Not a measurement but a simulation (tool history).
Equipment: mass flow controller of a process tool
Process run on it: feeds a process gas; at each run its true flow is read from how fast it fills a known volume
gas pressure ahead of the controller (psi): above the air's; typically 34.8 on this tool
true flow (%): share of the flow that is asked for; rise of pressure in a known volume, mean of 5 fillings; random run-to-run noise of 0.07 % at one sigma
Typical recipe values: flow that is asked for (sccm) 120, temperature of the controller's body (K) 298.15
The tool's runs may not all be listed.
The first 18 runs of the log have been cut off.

run,hour,flow that is asked for (sccm),gas pressure ahead of the controller (psi),temperature of the controller's body (K),hours of work since the controller was set to zero,hours of work since the controller was changed,true flow (%)
19,2530.7,120,34.8,301.15,2934,2934,98.89
20,2687.1,120,34.8,301.15,3018,3018,98.74
21,2850.9,120,34.8,301.15,3107,3107,98.96
22,2926.2,120,26,301.15,3148,3148,98.51
23,3104.3,22,32.8,296.15,3244,3244,91.08
24,3179.8,90,32.8,303.15,3285,3285,97.89
25,3323.8,37,22.5,298.15,3363,3363,93.95
26,3496.1,37,22.5,298.15,3456,3456,93.88
27,3641.5,37,22.5,298.15,3534,3534,93.84
28,3750.4,37,22.5,298.15,3593,3593,93.84
29,3836.5,34,22.5,298.15,3640,3640,93.26
30,4004.9,86,22.5,297.15,3731,3731,97.19
31,4093.7,106,20.5,298.15,3779,3779,97.87
32,4242.8,31,24.9,298.15,3860,3860,92.47
33,4392.9,30,24.9,310.15,3941,3941,92.63
34,4511.7,145,28.3,300.15,4005,4005,99.26
35,4588.6,126,33.9,294.15,4046,4046,98.6
36,4672.6,126,33.9,294.15,4092,4092,98.57
37,4747.6,126,33.9,294.15,4132,4132,98.72
38,4892.4,120,30.6,294.15,4211,4211,98.47
39,4965.8,175,21.3,294.15,4250,4250,99.58
# hour 5017.5: controller's zero set anew
40,5134.7,77,35.7,295.15,63,4341,99.55
41,5225.8,29,33.6,293.15,113,4391,98.53

Below are 3 alternative next runs, each starting from the tool's condition after run 41. Predict each:
A,5401.4,120,23.2,298.15,208,4486,?
B,5401.4,120,23.5,298.15,208,4486,?
C,5401.4,33,38.9,307.15,208,4486,?

run,true flow (%)
A,100.07
B,100.2
C,99.26
The same runs, with their run-to-run variation unchanged, on a tool lacking any hidden condition would have given:
run,true flow (%)
A,98.65
B,98.78
C,98.15
